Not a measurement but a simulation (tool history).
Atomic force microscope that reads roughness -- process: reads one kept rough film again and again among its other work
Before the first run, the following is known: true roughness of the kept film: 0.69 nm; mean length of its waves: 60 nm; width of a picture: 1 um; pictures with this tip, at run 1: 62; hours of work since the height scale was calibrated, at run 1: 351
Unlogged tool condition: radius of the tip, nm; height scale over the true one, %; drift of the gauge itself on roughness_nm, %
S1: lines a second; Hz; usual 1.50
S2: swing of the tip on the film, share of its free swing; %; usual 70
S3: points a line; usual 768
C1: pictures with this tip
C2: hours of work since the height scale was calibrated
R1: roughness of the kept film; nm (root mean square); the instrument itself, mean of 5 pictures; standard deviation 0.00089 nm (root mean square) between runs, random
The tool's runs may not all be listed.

{"run": 1, "hour": 0.0, "S1": 1.5, "S2": 70, "S3": 768, "C1": 62, "C2": 351, "R1": 0.6458}
{"hour": 9.9, "done": "new tip fitted"}
{"run": 2, "hour": 11.5, "S1": 1.5, "S2": 70, "S3": 768, "C1": 4, "C2": 359, "R1": 0.6452}
{"run": 3, "hour": 20.7, "S1": 1.5, "S2": 79, "S3": 768, "C1": 26, "C2": 365, "R1": 0.6217}
{"run": 4, "hour": 35.0, "S1": 1.5, "S2": 56, "S3": 768, "C1": 62, "C2": 376, "R1": 0.6684}
{"run": 5, "hour": 42.3, "S1": 2.07, "S2": 70, "S3": 768, "C1": 79, "C2": 381, "R1": 0.6277}
{"hour": 44.7, "done": "new tip fitted"}
{"run": 6, "hour": 57.6, "S1": 1.5, "S2": 78, "S3": 768, "C1": 32, "C2": 392, "R1": 0.6246}
{"run": 7, "hour": 73.3, "S1": 1.5, "S2": 78, "S3": 768, "C1": 70, "C2": 403, "R1": 0.623}
{"hour": 80.5, "done": "new tip fitted"}
{"run": 8, "hour": 81.9, "S1": 1.5, "S2": 70, "S3": 768, "C1": 4, "C2": 409, "R1": 0.6447}
{"run": 9, "hour": 91.0, "S1": 1.5, "S2": 70, "S3": 536, "C1": 26, "C2": 416, "R1": 0.6436}
{"run": 10, "hour": 98.4, "S1": 1.5, "S2": 70, "S3": 536, "C1": 44, "C2": 421, "R1": 0.6444}
{"run": 11, "hour": 106.2, "S1": 1.5, "S2": 78, "S3": 768, "C1": 63, "C2": 427, "R1": 0.6238}
{"hour": 115.6, "done": "new tip fitted"}
{"run": 12, "hour": 118.4, "S1": 1.5, "S2": 78, "S3": 768, "C1": 7, "C2": 436, "R1": 0.6227}
{"run": 13, "hour": 133.7, "S1": 0.77, "S2": 70, "S3": 768, "C1": 44, "C2": 447, "R1": 0.6651}
{"run": 14, "hour": 149.1, "S1": 0.77, "S2": 70, "S3": 768, "C1": 82, "C2": 458, "R1": 0.6656}
{"hour": 150.9, "done": "new tip fitted"}
{"run": 15, "hour": 163.5, "S1": 1.5, "S2": 59, "S3": 768, "C1": 31, "C2": 468, "R1": 0.6645}
{"run": 16, "hour": 173.2, "S1": 1.5, "S2": 59, "S3": 768, "C1": 55, "C2": 475, "R1": 0.6638}
{"run": 17, "hour": 183.6, "S1": 1.5, "S2": 59, "S3": 768, "C1": 80, "C2": 483, "R1": 0.6658}
{"hour": 186.4, "done": "new tip fitted"}
{"run": 18, "hour": 198.0, "S1": 1.5, "S2": 59, "S3": 768, "C1": 28, "C2": 493, "R1": 0.665}
{"run": 19, "hour": 205.5, "S1": 1.5, "S2": 59, "S3": 768, "C1": 47, "C2": 499, "R1": 0.6656}
{"run": 20, "hour": 214.2, "S1": 1.5, "S2": 59, "S3": 768, "C1": 68, "C2": 505, "R1": 0.6646}
{"hour": 221.2, "done": "new tip fitted"}
{"run": 21, "hour": 224.8, "S1": 1.5, "S2": 59, "S3": 768, "C1": 9, "C2": 512, "R1": 0.6653}
{"run": 22, "hour": 235.2, "S1": 1.5, "S2": 59, "S3": 768, "C1": 34, "C2": 520, "R1": 0.6657}
{"run": 23, "hour": 250.3, "S1": 0.52, "S2": 70, "S3": 768, "C1": 71, "C2": 531, "R1": 0.6717}
{"hour": 256.4, "done": "new tip fitted"}
{"run": 24, "hour": 263.9, "S1": 1.5, "S2": 70, "S3": 768, "C1": 18, "C2": 541, "R1": 0.6465}
{"run": 25, "hour": 279.7, "S1": 1.5, "S2": 70, "S3": 768, "C1": 57, "C2": 552, "R1": 0.6449}
{"hour": 292.0, "done": "new tip fitted"}
{"run": 26, "hour": 296.1, "S1": 1.5, "S2": 70, "S3": 768, "C1": 10, "C2": 564, "R1": 0.6438}
{"run": 27, "hour": 305.4, "S1": 1.5, "S2": 70, "S3": 355, "C1": 33, "C2": 571, "R1": 0.6429}
{"run": 28, "hour": 320.3, "S1": 1.5, "S2": 66, "S3": 768, "C1": 69, "C2": 581, "R1": 0.652}
{"hour": 327.0, "done": "new tip fitted"}
{"run": 29, "hour": 327.7, "S1": 3.03, "S2": 70, "S3": 889, "C1": 2, "C2": 587, "R1": 0.6061}
{"run": 30, "hour": 335.2, "S1": 3.03, "S2": 70, "S3": 889, "C1": 20, "C2": 592, "R1": 0.6066}
{"run": 31, "hour": 345.5, "S1": 3.03, "S2": 70, "S3": 889, "C1": 46, "C2": 600, "R1": 0.6079}
{"run": 32, "hour": 354.0, "S1": 3.03, "S2": 70, "S3": 536, "C1": 66, "C2": 606, "R1": 0.6068}
{"hour": 362.0, "done": "new tip fitted"}
{"run": 33, "hour": 370.3, "S1": 1.56, "S2": 64, "S3": 768, "C1": 20, "C2": 617, "R1": 0.656}
{"run": 34, "hour": 382.5, "S1": 1.3, "S2": 70, "S3": 366, "C1": 50, "C2": 626, "R1": 0.6495}
{"hour": 396.8, "done": "new tip fitted"}
{"run": 35, "hour": 398.6, "S1": 3.2, "S2": 68, "S3": 768, "C1": 4, "C2": 638, "R1": 0.6124}
{"run": 36, "hour": 406.8, "S1": 3.49, "S2": 82, "S3": 405, "C1": 24, "C2": 644, "R1": 0.5331}
{"run": 37, "hour": 418.2, "S1": 2.37, "S2": 62, "S3": 448, "C1": 52, "C2": 652, "R1": 0.6445}
{"run": 38, "hour": 429.9, "S1": 0.83, "S2": 70, "S3": 322, "C1": 81, "C2": 660, "R1": 0.6616}
{"hour": 431.8, "done": "new tip fitted"}
{"run": 39, "hour": 445.0, "S1": 0.83, "S2": 70, "S3": 322, "C1": 33, "C2": 671, "R1": 0.6615}
{"run": 40, "hour": 456.2, "S1": 1.27, "S2": 71, "S3": 768, "C1": 60, "C2": 679, "R1": 0.6492}
{"hour": 466.8, "done": "new tip fitted"}
{"run": 41, "hour": 471.6, "S1": 0.73, "S2": 70, "S3": 311, "C1": 11, "C2": 690, "R1": 0.6629}
{"run": 42, "hour": 483.9, "S1": 0.73, "S2": 70, "S3": 311, "C1": 41, "C2": 699, "R1": 0.6644}
{"run": 43, "hour": 497.5, "S1": 1.5, "S2": 79, "S3": 397, "C1": 75, "C2": 709, "R1": 0.6215}
{"hour": 502.2, "done": "new tip fitted"}
{"run": 44, "hour": 505.5, "S1": 1.3, "S2": 70, "S3": 298, "C1": 8, "C2": 715, "R1": 0.6479}
{"run": 45, "hour": 513.1, "S1": 0.76, "S2": 70, "S3": 282, "C1": 27, "C2": 720, "R1": 0.663}
{"run": 46, "hour": 524.7, "S1": 1.5, "S2": 70, "S3": 917, "C1": 55, "C2": 729, "R1": 0.6453}
{"run": 47, "hour": 534.5, "S1": 1.5, "S2": 70, "S3": 531, "C1": 79, "C2": 736, "R1": 0.6446}
{"hour": 537.4, "done": "new tip fitted"}
{"run": 48, "hour": 541.8, "S1": 1.5, "S2": 70, "S3": 531, "C1": 11, "C2": 741, "R1": 0.6447}
{"run": 49, "hour": 549.7, "S1": 1.5, "S2": 57, "S3": 857, "C1": 30, "C2": 747, "R1": 0.6661}
{"run": 50, "hour": 556.6, "S1": 1.27, "S2": 58, "S3": 264, "C1": 47, "C2": 752, "R1": 0.6657}
{"run": 51, "hour": 568.1, "S1": 1.27, "S2": 58, "S3": 264, "C1": 75, "C2": 760, "R1": 0.6667}
{"hour": 572.8, "done": "new tip fitted"}
{"run": 52, "hour": 583.8, "S1": 1.5, "S2": 56, "S3": 770, "C1": 27, "C2": 771, "R1": 0.6694}
{"run": 53, "hour": 594.4, "S1": 1.5, "S2": 56, "S3": 801, "C1": 52, "C2": 779, "R1": 0.6695}

Hidden state at the last listed run before each entry between runs and at the first one after, where it differs:
In the gap between runs 1 and 2: new tip fitted (hour 9.9)
  radius of the tip, nm: 5.9 -> 5.1
In the gap between runs 5 and 6: new tip fitted (hour 44.7)
  radius of the tip, nm: 6 -> 5.4
In the gap between runs 7 and 8: new tip fitted (hour 80.5)
  radius of the tip, nm: 5.9 -> 5.1
In the gap between runs 11 and 12: new tip fitted (hour 115.6)
  radius of the tip, nm: 5.8 -> 5.1
In the gap between runs 14 and 15: new tip fitted (hour 150.9)
  radius of the tip, nm: 6 -> 5.4
In the gap between runs 17 and 18: new tip fitted (hour 186.4)
  radius of the tip, nm: 6 -> 5.4
In the gap between runs 20 and 21: new tip fitted (hour 221.2)
  radius of the tip, nm: 5.9 -> 5.1
In the gap between runs 23 and 24: new tip fitted (hour 256.4)
  radius of the tip, nm: 5.9 -> 5.2
In the gap between runs 25 and 26: new tip fitted (hour 292.0)
  radius of the tip, nm: 5.7 -> 5.1
In the gap between runs 28 and 29: new tip fitted (hour 327.0)
  radius of the tip, nm: 5.8 -> 5.1
In the gap between runs 32 and 33: new tip fitted (hour 362.0)
  radius of the tip, nm: 5.8 -> 5.3
In the gap between runs 34 and 35: new tip fitted (hour 396.8)
  radius of the tip, nm: 5.6 -> 5.1
In the gap between runs 38 and 39: new tip fitted (hour 431.8)
  radius of the tip, nm: 6.1 -> 5.4
In the gap between runs 40 and 41: new tip fitted (hour 466.8)
  radius of the tip, nm: 5.8 -> 5.1
In the gap between runs 43 and 44: new tip fitted (hour 502.2)
  radius of the tip, nm: 5.9 -> 5.1
In the gap between runs 47 and 48: new tip fitted (hour 537.4)
  radius of the tip, nm: 6 -> 5.1
In the gap between runs 51 and 52: new tip fitted (hour 572.8)
  radius of the tip, nm: 6 -> 5.3
